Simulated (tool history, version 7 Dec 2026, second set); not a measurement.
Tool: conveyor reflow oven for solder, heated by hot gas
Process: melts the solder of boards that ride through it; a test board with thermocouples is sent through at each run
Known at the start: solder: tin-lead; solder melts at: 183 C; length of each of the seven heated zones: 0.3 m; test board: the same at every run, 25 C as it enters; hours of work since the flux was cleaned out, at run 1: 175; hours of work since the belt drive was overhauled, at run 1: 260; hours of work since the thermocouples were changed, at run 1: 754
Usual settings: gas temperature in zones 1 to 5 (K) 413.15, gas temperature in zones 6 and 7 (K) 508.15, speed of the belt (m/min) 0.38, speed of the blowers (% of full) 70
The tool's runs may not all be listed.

run	hour	gas temperature in zones 1 to 5 (K)	gas temperature in zones 6 and 7 (K)	speed of the belt (m/min)	speed of the blowers (% of full)	hours of work since the flux was cleaned out	hours of work since the belt drive was overhauled	hours of work since the thermocouples were changed	highest temperature of the board (K)	time above the solder's melting point (s)
1	0	413.15	508.15	0.38	70	175	260	754	491.65	74.1
2	7	413.15	508.15	0.38	70	180	265	758	491.75	74.4
3	15.4	422.15	508.15	0.38	70	185	270	763	492.95	79.7
4	20.9	422.15	508.15	0.38	70	189	274	767	493.05	79.7
5	30.7	413.15	508.15	0.38	70	195	280	773	491.65	73.9
6	36.8	413.15	508.15	0.38	70	199	284	777	491.65	74.1
7	43.9	413.15	508.15	0.38	70	204	288	782	491.65	73.5
8	53.8	413.15	508.15	0.38	70	210	295	788	491.35	73.9
9	63.8	413.15	508.15	0.38	70	216	301	794	491.15	73.6
# hour 69: belt drive overhauled, speed set with a stopwatch
10	73.8	413.15	508.15	0.38	70	220	3	798	491.25	74
11	79.8	413.15	508.15	0.38	70	224	7	802	491.55	74.2
12	91.8	413.15	508.15	0.405	70	232	15	810	489.35	67.3
# hour 100: belt drive overhauled, speed set with a stopwatch, once more
13	105.7	413.15	508.15	0.405	70	238	4	816	488.95	65.9
14	114	413.15	508.15	0.405	70	243	9	821	489.05	65.9
15	124.3	424.15	513.15	0.305	59	250	16	828	500.85	107.8
16	131	424.15	513.15	0.305	59	254	20	832	500.95	107.8
17	136.3	408.15	496.15	0.405	57	258	23	836	474.45	46.3
18	144.6	417.15	504.15	0.437	90	263	29	841	486.55	60.9
19	156.8	413.15	508.15	0.38	54	271	36	849	487.45	68.5
20	164.5	413.15	508.15	0.343	50	276	41	854	489.65	79.6
21	175.3	413.15	501.15	0.38	56	283	48	861	481.75	61.8
22	184.6	409.15	501.15	0.38	85	289	54	867	485.35	66.6
23	193.5	413.15	508.15	0.38	50	294	60	872	486.45	67.2

5 ways to go on from here, each from the tool as it stands after run 23. What would each give?
A	206.3	399.15	517.15	0.323	70	302	68	881	?	?
B	206.3	413.15	503.15	0.38	76	302	68	881	?	?
C	206.3	413.15	513.15	0.457	50	302	68	881	?	?
D	206.3	413.15	506.15	0.377	59	302	68	881	?	?
E	206.3	417.15	509.15	0.38	70	302	68	881	?	?

run	highest temperature of the board (K)	time above the solder's melting point (s)
A	501.25	90.8
B	486.35	69.2
C	483.05	50.9
D	486.55	68.6
E	491.85	75.7
Without the tool's hidden state the same runs would have given:
run	highest temperature of the board (K)	time above the solder's melting point (s)
A	506.35	95
B	491.35	74.6
C	488.15	56.5
D	491.35	74
E	496.85	80.1
